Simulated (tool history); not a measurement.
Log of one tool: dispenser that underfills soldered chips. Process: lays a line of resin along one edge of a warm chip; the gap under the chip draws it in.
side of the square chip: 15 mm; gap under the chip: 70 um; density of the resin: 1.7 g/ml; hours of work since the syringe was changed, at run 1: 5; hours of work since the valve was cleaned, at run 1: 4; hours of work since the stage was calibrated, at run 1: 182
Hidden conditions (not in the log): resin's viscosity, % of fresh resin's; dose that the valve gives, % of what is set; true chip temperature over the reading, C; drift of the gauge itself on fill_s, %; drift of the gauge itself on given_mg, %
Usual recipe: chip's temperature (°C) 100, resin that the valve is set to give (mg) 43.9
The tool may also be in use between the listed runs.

run	hour	chip's temperature (°C)	resin that the valve is set to give (mg)	hours of work since the syringe was changed	hours of work since the valve was cleaned	hours of work since the stage was calibrated	time until the resin shows at the far edge (s)	resin that the valve gave (mg)
1	0	100	43.9	5	4	182	261	43.42
# hour 1.3: new syringe of resin
# hour 11.3: new syringe of resin
2	11.6	100	43.9	0	11	189	185.2	43.02
# hour 20.9: new syringe of resin
3	21.3	100	43.9	0	17	195	193.2	42.96
# hour 30.8: new syringe of resin
4	31.7	100	43.9	1	24	202	191	43.02
5	38.9	107	43.9	5	29	206	223.9	43.02
# hour 41.1: new syringe of resin
# hour 50.8: new syringe of resin
6	50.8	107	43.9	0	36	214	150.8	42.25
7	56.2	100	42.6	4	39	217	238.4	40.95
# hour 60.6: new syringe of resin
8	61.9	94	54.5	1	43	221	229	52.21
9	67.4	94	54.5	4	47	224	300.2	51.96
# hour 70.5: new syringe of resin
# hour 72.5: dispensing valve cleaned and set on the balance
10	78.3	94	54.5	4	4	231	289	53.88
# hour 81.6: new syringe of resin
11	87.2	109	38	4	9	236	186.8	37.45
# hour 91.3: new syringe of resin
12	96.2	109	52.2	3	15	242	177.5	51.16
# hour 101.8: new syringe of resin
13	102.7	88	52	1	19	246	266.2	51.03
# hour 111.8: new syringe of resin
14	113.8	104	43.9	1	26	253	179.2	42.61

Here are 5 independent what-if runs from the current tool condition. What would each one return?
# hour 121.6: new syringe of resin
A	122.6	109	45	1	32	259	?	?
# hour 121.6: new syringe of resin
B	122.6	95	54.3	1	32	259	?	?
# hour 121.6: new syringe of resin
C	122.6	94	43.9	1	32	259	?	?
# hour 121.6: new syringe of resin
D	122.6	100	42.7	1	32	259	?	?
# hour 121.6: new syringe of resin
E	122.6	105	55.8	1	32	259	?	?

run	time until the resin shows at the far edge (s)	resin that the valve gave (mg)
A	148.7	43.89
B	213.8	52.86
C	226.7	42.84
D	190.3	41.33
E	162.3	54.49
What these runs would have given with no unlogged condition in the tool:
run	time until the resin shows at the far edge (s)	resin that the valve gave (mg)
A	134.8	45.23
B	193.2	54.48
C	204.3	44.15
D	171.8	42.6
E	147.2	56.15

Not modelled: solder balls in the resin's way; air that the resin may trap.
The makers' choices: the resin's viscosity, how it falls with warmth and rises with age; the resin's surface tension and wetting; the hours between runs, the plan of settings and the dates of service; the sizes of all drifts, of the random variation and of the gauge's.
